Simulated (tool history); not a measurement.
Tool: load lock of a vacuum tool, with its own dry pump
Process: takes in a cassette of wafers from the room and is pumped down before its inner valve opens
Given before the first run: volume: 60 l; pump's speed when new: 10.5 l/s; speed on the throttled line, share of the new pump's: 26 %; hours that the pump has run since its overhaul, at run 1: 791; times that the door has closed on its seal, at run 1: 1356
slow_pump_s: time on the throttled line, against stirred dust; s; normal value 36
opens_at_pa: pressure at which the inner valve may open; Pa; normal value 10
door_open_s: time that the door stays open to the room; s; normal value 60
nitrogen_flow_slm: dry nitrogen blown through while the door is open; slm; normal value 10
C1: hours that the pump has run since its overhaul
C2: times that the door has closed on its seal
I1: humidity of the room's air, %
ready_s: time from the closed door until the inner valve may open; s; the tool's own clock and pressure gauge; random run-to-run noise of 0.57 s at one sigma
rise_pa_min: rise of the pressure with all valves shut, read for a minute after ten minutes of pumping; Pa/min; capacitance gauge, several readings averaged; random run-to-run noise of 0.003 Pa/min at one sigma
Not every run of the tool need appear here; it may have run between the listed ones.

{"run": 1, "hour": 0.0, "slow_pump_s": 36, "opens_at_pa": 10, "door_open_s": 60, "nitrogen_flow_slm": 10, "C1": 791, "C2": 1356, "I1": 44.3, "ready_s": 80.3, "rise_pa_min": 0.024}
{"run": 2, "hour": 77.7, "slow_pump_s": 36, "opens_at_pa": 10, "door_open_s": 60, "nitrogen_flow_slm": 10, "C1": 868, "C2": 1649, "I1": 45.2, "ready_s": 79.2, "rise_pa_min": 0.029}
{"run": 3, "hour": 209.2, "slow_pump_s": 36, "opens_at_pa": 15, "door_open_s": 60, "nitrogen_flow_slm": 10, "C1": 1000, "C2": 2145, "I1": 48.2, "ready_s": 77.5, "rise_pa_min": 0.03}
{"run": 4, "hour": 352.8, "slow_pump_s": 36, "opens_at_pa": 7, "door_open_s": 60, "nitrogen_flow_slm": 10, "C1": 1143, "C2": 2686, "I1": 42.6, "ready_s": 83.4, "rise_pa_min": 0.031}
{"run": 5, "hour": 452.8, "slow_pump_s": 36, "opens_at_pa": 10, "door_open_s": 60, "nitrogen_flow_slm": 10, "C1": 1243, "C2": 3063, "I1": 45.6, "ready_s": 80.6, "rise_pa_min": 0.029}
{"run": 6, "hour": 539.8, "slow_pump_s": 36, "opens_at_pa": 10, "door_open_s": 60, "nitrogen_flow_slm": 10, "C1": 1330, "C2": 3391, "I1": 41.9, "ready_s": 80.5, "rise_pa_min": 0.026}
{"run": 7, "hour": 670.7, "slow_pump_s": 36, "opens_at_pa": 10, "door_open_s": 60, "nitrogen_flow_slm": 10, "C1": 1461, "C2": 3885, "I1": 40.2, "ready_s": 80.9, "rise_pa_min": 0.031}
{"run": 8, "hour": 826.1, "slow_pump_s": 36, "opens_at_pa": 10, "door_open_s": 60, "nitrogen_flow_slm": 14, "C1": 1617, "C2": 4471, "I1": 42.7, "ready_s": 82.1, "rise_pa_min": 0.024}
{"run": 9, "hour": 970.4, "slow_pump_s": 36, "opens_at_pa": 10, "door_open_s": 60, "nitrogen_flow_slm": 10, "C1": 1761, "C2": 5016, "I1": 46.5, "ready_s": 80.3, "rise_pa_min": 0.031}
{"run": 10, "hour": 1114.4, "slow_pump_s": 36, "opens_at_pa": 10, "door_open_s": 60, "nitrogen_flow_slm": 10, "C1": 1905, "C2": 5559, "I1": 43.3, "ready_s": 80.3, "rise_pa_min": 0.026}
{"run": 11, "hour": 1192.2, "slow_pump_s": 36, "opens_at_pa": 10, "door_open_s": 60, "nitrogen_flow_slm": 10, "C1": 1983, "C2": 5852, "I1": 51.2, "ready_s": 81.2, "rise_pa_min": 0.04}
{"run": 12, "hour": 1316.5, "slow_pump_s": 19, "opens_at_pa": 10, "door_open_s": 60, "nitrogen_flow_slm": 10, "C1": 2107, "C2": 6321, "I1": 45.6, "ready_s": 68, "rise_pa_min": 0.028}
{"run": 13, "hour": 1421.7, "slow_pump_s": 19, "opens_at_pa": 10, "door_open_s": 60, "nitrogen_flow_slm": 10, "C1": 2212, "C2": 6717, "I1": 43.9, "ready_s": 68, "rise_pa_min": 0.036}
{"run": 14, "hour": 1505.7, "slow_pump_s": 36, "opens_at_pa": 10, "door_open_s": 60, "nitrogen_flow_slm": 10, "C1": 2296, "C2": 7034, "I1": 47.3, "ready_s": 81.6, "rise_pa_min": 0.033}
{"run": 15, "hour": 1654.3, "slow_pump_s": 36, "opens_at_pa": 10, "door_open_s": 60, "nitrogen_flow_slm": 10, "C1": 2445, "C2": 7595, "I1": 45.6, "ready_s": 80.7, "rise_pa_min": 0.036}
{"run": 16, "hour": 1761.7, "slow_pump_s": 36, "opens_at_pa": 10, "door_open_s": 60, "nitrogen_flow_slm": 10, "C1": 2552, "C2": 8000, "I1": 45.3, "ready_s": 81.4, "rise_pa_min": 0.039}
{"run": 17, "hour": 1846.4, "slow_pump_s": 67, "opens_at_pa": 10, "door_open_s": 60, "nitrogen_flow_slm": 10, "C1": 2637, "C2": 8320, "I1": 47.3, "ready_s": 104.9, "rise_pa_min": 0.041}
{"run": 18, "hour": 1919.1, "slow_pump_s": 67, "opens_at_pa": 10, "door_open_s": 28, "nitrogen_flow_slm": 10, "C1": 2710, "C2": 8593, "I1": 45, "ready_s": 104.1, "rise_pa_min": 0.025}
{"run": 19, "hour": 2038.1, "slow_pump_s": 42, "opens_at_pa": 10, "door_open_s": 60, "nitrogen_flow_slm": 10, "C1": 2829, "C2": 9042, "I1": 44.5, "ready_s": 86, "rise_pa_min": 0.038}
{"run": 20, "hour": 2168.5, "slow_pump_s": 42, "opens_at_pa": 10, "door_open_s": 60, "nitrogen_flow_slm": 10, "C1": 2959, "C2": 9534, "I1": 43.9, "ready_s": 85.9, "rise_pa_min": 0.038}
{"run": 21, "hour": 2321.9, "slow_pump_s": 35, "opens_at_pa": 10, "door_open_s": 60, "nitrogen_flow_slm": 10, "C1": 3112, "C2": 10113, "I1": 48.2, "ready_s": 80.8, "rise_pa_min": 0.04}
{"run": 22, "hour": 2465.7, "slow_pump_s": 36, "opens_at_pa": 12, "door_open_s": 60, "nitrogen_flow_slm": 28, "C1": 3256, "C2": 10655, "I1": 46.8, "ready_s": 81, "rise_pa_min": 0.027}
{"run": 23, "hour": 2573.1, "slow_pump_s": 36, "opens_at_pa": 12, "door_open_s": 60, "nitrogen_flow_slm": 4, "C1": 3364, "C2": 11060, "I1": 44.5, "ready_s": 81.1, "rise_pa_min": 0.043}
{"run": 24, "hour": 2661.6, "slow_pump_s": 49, "opens_at_pa": 13, "door_open_s": 60, "nitrogen_flow_slm": 7, "C1": 3452, "C2": 11394, "I1": 43.9, "ready_s": 90.2, "rise_pa_min": 0.047}
{"run": 25, "hour": 2794.9, "slow_pump_s": 49, "opens_at_pa": 13, "door_open_s": 140, "nitrogen_flow_slm": 7, "C1": 3585, "C2": 11897, "I1": 45.6, "ready_s": 90.4, "rise_pa_min": 0.056}
{"run": 26, "hour": 2918.6, "slow_pump_s": 61, "opens_at_pa": 10, "door_open_s": 60, "nitrogen_flow_slm": 7, "C1": 3709, "C2": 12363, "I1": 44.4, "ready_s": 100.4, "rise_pa_min": 0.041}
{"run": 27, "hour": 2990.6, "slow_pump_s": 61, "opens_at_pa": 13, "door_open_s": 60, "nitrogen_flow_slm": 23, "C1": 3781, "C2": 12635, "I1": 45.9, "ready_s": 99.3, "rise_pa_min": 0.028}
{"run": 28, "hour": 3069.2, "slow_pump_s": 61, "opens_at_pa": 18, "door_open_s": 60, "nitrogen_flow_slm": 5, "C1": 3860, "C2": 12931, "I1": 46.1, "ready_s": 97, "rise_pa_min": 0.049}
{"run": 29, "hour": 3202.4, "slow_pump_s": 36, "opens_at_pa": 10, "door_open_s": 39, "nitrogen_flow_slm": 39, "C1": 3993, "C2": 13434, "I1": 47, "ready_s": 83.4, "rise_pa_min": 0.036}
{"run": 30, "hour": 3279.0, "slow_pump_s": 36, "opens_at_pa": 10, "door_open_s": 39, "nitrogen_flow_slm": 39, "C1": 4070, "C2": 13723, "I1": 44, "ready_s": 83.4, "rise_pa_min": 0.03}
{"run": 31, "hour": 3424.7, "slow_pump_s": 36, "opens_at_pa": 10, "door_open_s": 39, "nitrogen_flow_slm": 39, "C1": 4215, "C2": 14272, "I1": 48.1, "ready_s": 82.7, "rise_pa_min": 0.032}
{"run": 32, "hour": 3499.3, "slow_pump_s": 40, "opens_at_pa": 16, "door_open_s": 39, "nitrogen_flow_slm": 39, "C1": 4290, "C2": 14553, "I1": 46.6, "ready_s": 83.2, "rise_pa_min": 0.031}
{"run": 33, "hour": 3597.2, "slow_pump_s": 40, "opens_at_pa": 16, "door_open_s": 39, "nitrogen_flow_slm": 39, "C1": 4388, "C2": 14922, "I1": 46.9, "ready_s": 83.3, "rise_pa_min": 0.035}
{"run": 34, "hour": 3663.2, "slow_pump_s": 71, "opens_at_pa": 12, "door_open_s": 47, "nitrogen_flow_slm": 10, "C1": 4454, "C2": 15171, "I1": 45.9, "ready_s": 107.5, "rise_pa_min": 0.043}
{"run": 35, "hour": 3817.9, "slow_pump_s": 30, "opens_at_pa": 12, "door_open_s": 47, "nitrogen_flow_slm": 10, "C1": 4608, "C2": 15755, "I1": 45, "ready_s": 77.4, "rise_pa_min": 0.047}
{"run": 36, "hour": 3882.8, "slow_pump_s": 66, "opens_at_pa": 8, "door_open_s": 62, "nitrogen_flow_slm": 10, "C1": 4673, "C2": 16000, "I1": 46.9, "ready_s": 105.2, "rise_pa_min": 0.047}
{"run": 37, "hour": 3952.9, "slow_pump_s": 70, "opens_at_pa": 10, "door_open_s": 60, "nitrogen_flow_slm": 10, "C1": 4743, "C2": 16264, "I1": 46.9, "ready_s": 106.8, "rise_pa_min": 0.056}

Below are 4 alternative next runs, each starting from the tool's condition after run 37. Predict each:
{"run": "A", "hour": 4049.3, "slow_pump_s": 30, "opens_at_pa": 20, "door_open_s": 60, "nitrogen_flow_slm": 44, "C1": 4840, "C2": 16628, "I1": 43.6, "ready_s": "?", "rise_pa_min": "?"}
{"run": "B", "hour": 4049.3, "slow_pump_s": 36, "opens_at_pa": 14, "door_open_s": 53, "nitrogen_flow_slm": 10, "C1": 4840, "C2": 16628, "I1": 42.1, "ready_s": "?", "rise_pa_min": "?"}
{"run": "C", "hour": 4049.3, "slow_pump_s": 20, "opens_at_pa": 10, "door_open_s": 60, "nitrogen_flow_slm": 10, "C1": 4840, "C2": 16628, "I1": 41.3, "ready_s": "?", "rise_pa_min": "?"}
{"run": "D", "hour": 4049.3, "slow_pump_s": 70, "opens_at_pa": 8, "door_open_s": 101, "nitrogen_flow_slm": 16, "C1": 4840, "C2": 16628, "I1": 43.1, "ready_s": "?", "rise_pa_min": "?"}

run=A ready_s=74.7 rise_pa_min=0.037
run=B ready_s=81 rise_pa_min=0.043
run=C ready_s=71.1 rise_pa_min=0.051
run=D ready_s=108.3 rise_pa_min=0.05
Without the tool's unlogged condition, the same runs would have read:
run=A ready_s=71.6 rise_pa_min=0.013
run=B ready_s=77.8 rise_pa_min=0.019
run=C ready_s=67.5 rise_pa_min=0.026
run=D ready_s=105.6 rise_pa_min=0.026
